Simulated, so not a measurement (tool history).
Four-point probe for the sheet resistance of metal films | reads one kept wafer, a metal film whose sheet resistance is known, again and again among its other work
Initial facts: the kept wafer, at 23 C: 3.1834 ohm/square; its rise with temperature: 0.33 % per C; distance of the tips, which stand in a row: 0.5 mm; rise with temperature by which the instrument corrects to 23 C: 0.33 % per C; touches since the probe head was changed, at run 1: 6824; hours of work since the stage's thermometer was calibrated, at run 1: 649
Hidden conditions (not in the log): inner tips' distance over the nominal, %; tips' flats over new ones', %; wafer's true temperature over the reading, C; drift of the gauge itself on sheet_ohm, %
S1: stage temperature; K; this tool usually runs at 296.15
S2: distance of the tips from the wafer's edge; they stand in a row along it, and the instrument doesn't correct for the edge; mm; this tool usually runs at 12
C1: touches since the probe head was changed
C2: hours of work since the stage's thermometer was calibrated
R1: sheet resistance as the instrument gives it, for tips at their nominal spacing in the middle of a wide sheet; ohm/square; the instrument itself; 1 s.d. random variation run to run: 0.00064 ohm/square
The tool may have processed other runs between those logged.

| run | hour | S1 | S2 | C1 | C2 | R1 |
|---|---|---|---|---|---|---|
| 1 | 0.0 | 296.15 | 12 | 6824 | 649 | 3.207694 |
| 2 | 9.3 | 296.15 | 62 | 7047 | 656 | 3.205881 |
| 3 | 22.0 | 291.15 | 62 | 7348 | 666 | 3.205617 |
| 4 | 33.5 | 291.15 | 4 | 7623 | 675 | 3.233212 |
| 5 | 49.9 | 291.15 | 4 | 8014 | 687 | 3.234200 |
| 6 | 67.3 | 291.15 | 4 | 8430 | 700 | 3.234028 |
| 7 | 85.7 | 296.15 | 12 | 8870 | 714 | 3.209702 |
| 8 | 103.0 | 296.15 | 12 | 9283 | 727 | 3.208089 |
| 9 | 118.3 | 308.15 | 12 | 9648 | 739 | 3.205080 |
| 10 | 131.7 | 296.15 | 12 | 9967 | 749 | 3.208565 |
| 11 | 152.5 | 296.15 | 64 | 10464 | 765 | 3.206443 |
| 12 | 170.9 | 296.15 | 64 | 10903 | 779 | 3.205598 |
| 13 | 191.1 | 296.15 | 64 | 11386 | 794 | 3.206253 |
| 14 | 211.3 | 296.15 | 64 | 11867 | 810 | 3.206632 |
| 15 | 230.1 | 296.15 | 12 | 12317 | 824 | 3.208299 |
| 16 | 241.9 | 295.15 | 12 | 12598 | 833 | 3.209302 |
| 17 | 252.9 | 296.15 | 34 | 12859 | 841 | 3.207456 |
| 18 | 262.7 | 296.15 | 10 | 13094 | 849 | 3.210383 |
| 19 | 273.6 | 297.15 | 10 | 13355 | 857 | 3.210153 |
| 20 | 285.6 | 300.15 | 4 | 13641 | 866 | 3.232864 |
| 21 | 295.5 | 306.15 | 39 | 13876 | 874 | 3.205309 |
| 22 | 312.6 | 303.15 | 45 | 14284 | 887 | 3.206104 |
| 23 | 323.7 | 307.15 | 12 | 14550 | 895 | 3.206340 |
| 24 | 337.7 | 299.15 | 17 | 14885 | 906 | 3.206383 |
| 25 | 358.7 | 300.15 | 19 | 15385 | 922 | 3.208329 |
| 26 | 375.0 | 300.15 | 19 | 15774 | 934 | 3.207401 |
| 27 | 389.9 | 300.15 | 19 | 16129 | 945 | 3.208067 |
| 28 | 411.0 | 302.15 | 39 | 16632 | 961 | 3.207585 |
| 29 | 431.6 | 302.15 | 39 | 17126 | 977 | 3.207810 |
| 30 | 444.7 | 296.15 | 17 | 17437 | 987 | 3.209387 |
| 31 | 463.2 | 296.15 | 17 | 17879 | 1001 | 3.209774 |
| 32 | 474.8 | 306.15 | 12 | 18156 | 1010 | 3.208083 |
| 33 | 496.3 | 301.15 | 50 | 18670 | 1026 | 3.207628 |
| 34 | 505.5 | 301.15 | 50 | 18890 | 1033 | 3.207407 |
| 35 | 516.2 | 301.15 | 50 | 19144 | 1041 | 3.207462 |
| 36 | 535.9 | 304.15 | 57 | 19614 | 1056 | 3.206464 |

Some steps in R1, run to run, broken into two amounts with sign: the step expected even without the hidden condition (settings, incoming material, random variation), and the rest, left for the hidden condition together with whatever gauge scatter is not in both the measured and the hidden-condition-free result:
Run 3 -> 4: S2 62 -> 4. R1 +0.027595 ohm/square: hidden state +0.000250, all else +0.027345.
Run 6 -> 7: S1 291.15 -> 296.15, S2 4 -> 12. R1 -0.024326 ohm/square: hidden state -0.000066, all else -0.024260.
Run 9 -> 10: S1 308.15 -> 296.15. R1 +0.003485 ohm/square: hidden state +0.000211, all else +0.003274.
Run 19 -> 20: S1 297.15 -> 300.15, S2 10 -> 4. R1 +0.022711 ohm/square: hidden state +0.000208, all else +0.022503.
Run 20 -> 21: S1 300.15 -> 306.15, S2 4 -> 39. R1 -0.027555 ohm/square: hidden state -0.000178, all else -0.027377.

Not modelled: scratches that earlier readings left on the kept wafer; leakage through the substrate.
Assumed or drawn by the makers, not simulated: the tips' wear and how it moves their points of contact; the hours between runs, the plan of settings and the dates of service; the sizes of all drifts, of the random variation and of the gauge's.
